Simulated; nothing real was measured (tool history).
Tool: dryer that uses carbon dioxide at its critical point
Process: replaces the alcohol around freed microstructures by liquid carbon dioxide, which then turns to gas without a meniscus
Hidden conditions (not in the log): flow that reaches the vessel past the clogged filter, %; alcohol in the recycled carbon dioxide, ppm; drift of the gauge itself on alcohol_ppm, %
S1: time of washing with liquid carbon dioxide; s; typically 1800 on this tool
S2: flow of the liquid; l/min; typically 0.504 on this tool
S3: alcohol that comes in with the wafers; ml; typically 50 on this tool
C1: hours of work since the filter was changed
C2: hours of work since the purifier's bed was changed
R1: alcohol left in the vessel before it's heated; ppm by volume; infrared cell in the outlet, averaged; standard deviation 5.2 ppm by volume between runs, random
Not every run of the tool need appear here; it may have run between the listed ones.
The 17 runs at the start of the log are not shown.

run,hour,S1,S2,S3,C1,C2,R1
18,510.0,1800,0.504,27,174,852,202
19,529.7,1800,0.504,27,185,863,214
20,563.7,2340,0.469,77,204,882,217
21,585.6,2340,0.376,82,216,894,415
22,605.4,2340,0.376,82,227,905,437
23,626.4,1800,0.504,71,239,917,354
24,660.5,1860,0.441,71,258,936,513
25,699.3,2040,0.489,50,279,958,253
# hour 704.9: purifier's bed changed
26,732.6,2040,0.634,41,296,15,25
27,764.9,2700,0.370,82,314,34,182
28,790.7,1800,0.504,94,329,48,322
29,816.7,1380,0.846,29,343,62,36
30,837.9,1380,0.846,29,355,74,42
31,870.1,2160,0.346,35,373,92,346
32,887.0,1800,0.462,26,383,102,162
33,909.4,2580,0.331,26,395,114,176
34,930.0,2580,0.331,26,407,126,173
35,951.8,2580,0.634,26,419,138,23
36,983.8,2580,0.673,26,437,156,33
37,1012.6,1800,0.368,25,453,172,433
38,1050.0,1800,0.368,25,474,193,449

Forecast each of these 5 alternatives for the next run:
A,1073.1,1800,0.715,30,487,206,?
B,1073.1,1800,0.504,50,487,206,?
C,1073.1,1440,0.343,73,487,206,?
D,1073.1,1800,0.504,63,487,206,?
E,1073.1,1800,0.668,51,487,206,?

run,R1
A,53
B,230
C,2889
D,303
E,81
With the hidden condition removed and each run's random variation left untouched, the same runs would have given:
run,R1
A,9
B,82
C,1845
D,118
E,19
